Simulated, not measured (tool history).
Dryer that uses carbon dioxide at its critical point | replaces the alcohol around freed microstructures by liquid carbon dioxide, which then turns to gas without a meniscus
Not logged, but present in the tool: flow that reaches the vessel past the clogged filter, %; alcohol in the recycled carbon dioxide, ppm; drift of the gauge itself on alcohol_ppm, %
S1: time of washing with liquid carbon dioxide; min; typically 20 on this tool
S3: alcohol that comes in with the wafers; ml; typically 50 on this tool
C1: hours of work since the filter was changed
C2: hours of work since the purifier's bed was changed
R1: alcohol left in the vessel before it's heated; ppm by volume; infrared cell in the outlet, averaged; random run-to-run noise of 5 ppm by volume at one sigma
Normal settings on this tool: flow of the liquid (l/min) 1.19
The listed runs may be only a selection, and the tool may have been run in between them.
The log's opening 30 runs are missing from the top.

run 31 hour=463.3 | S1=30 flow_of_the_liquid_(l/min)=0.96 S3=65 | C1=32 C2=84 | R1=28
run 32 hour=482.4 | S1=30 flow_of_the_liquid_(l/min)=0.96 S3=65 | C1=46 C2=98 | R1=29
run 33 hour=494.7 | S1=30 flow_of_the_liquid_(l/min)=0.96 S3=65 | C1=55 C2=107 | R1=31
run 34 hour=516.3 | S1=30 flow_of_the_liquid_(l/min)=0.96 S3=65 | C1=71 C2=123 | R1=30
run 35 hour=537.5 | S1=19 flow_of_the_liquid_(l/min)=0.73 S3=63 | C1=87 C2=138 | R1=632
run 36 hour=550.5 | S1=19 flow_of_the_liquid_(l/min)=0.73 S3=63 | C1=96 C2=148 | R1=649
run 37 hour=562.1 | S1=19 flow_of_the_liquid_(l/min)=0.73 S3=63 | C1=105 C2=156 | R1=688
run 38 hour=584.1 | S1=19 flow_of_the_liquid_(l/min)=0.73 S3=63 | C1=121 C2=172 | R1=674
run 39 hour=600.3 | S1=20 flow_of_the_liquid_(l/min)=1.64 S3=60 | C1=133 C2=184 | R1=11
run 40 hour=616.4 | S1=15 flow_of_the_liquid_(l/min)=1.65 S3=25 | C1=145 C2=196 | R1=37
run 41 hour=629.0 | S1=15 flow_of_the_liquid_(l/min)=1.65 S3=25 | C1=154 C2=205 | R1=30
-- hour=648.1 inlet filter changed
run 42 hour=649.7 | S1=15 flow_of_the_liquid_(l/min)=1.33 S3=62 | C1=1 C2=220 | R1=127
run 43 hour=659.4 | S1=15 flow_of_the_liquid_(l/min)=1.33 S3=62 | C1=8 C2=227 | R1=126
run 44 hour=668.7 | S1=15 flow_of_the_liquid_(l/min)=1.33 S3=62 | C1=15 C2=234 | R1=123
run 45 hour=686.0 | S1=14 flow_of_the_liquid_(l/min)=1.33 S3=62 | C1=28 C2=246 | R1=173
run 46 hour=702.7 | S1=16 flow_of_the_liquid_(l/min)=0.72 S3=85 | C1=40 C2=259 | R1=1400
run 47 hour=719.2 | S1=20 flow_of_the_liquid_(l/min)=1.60 S3=114 | C1=52 C2=271 | R1=31

Predict each of these 4 candidate next runs independently; none follows another, all start after run 47:
run A hour=730.4 | S1=18 flow_of_the_liquid_(l/min)=0.99 S3=72 | C1=60 C2=279 | R1=?
run B hour=730.4 | S1=13 flow_of_the_liquid_(l/min)=1.03 S3=25 | C1=60 C2=279 | R1=?
run C hour=730.4 | S1=14 flow_of_the_liquid_(l/min)=1.47 S3=114 | C1=60 C2=279 | R1=?
run D hour=730.4 | S1=16 flow_of_the_liquid_(l/min)=1.39 S3=50 | C1=60 C2=279 | R1=?

run=A R1=276
run=B R1=280
run=C R1=209
run=D R1=73
With the hidden condition removed and each run's random variation left untouched, the same runs would have given:
run=A R1=233
run=B R1=243
run=C R1=171
run=D R1=49

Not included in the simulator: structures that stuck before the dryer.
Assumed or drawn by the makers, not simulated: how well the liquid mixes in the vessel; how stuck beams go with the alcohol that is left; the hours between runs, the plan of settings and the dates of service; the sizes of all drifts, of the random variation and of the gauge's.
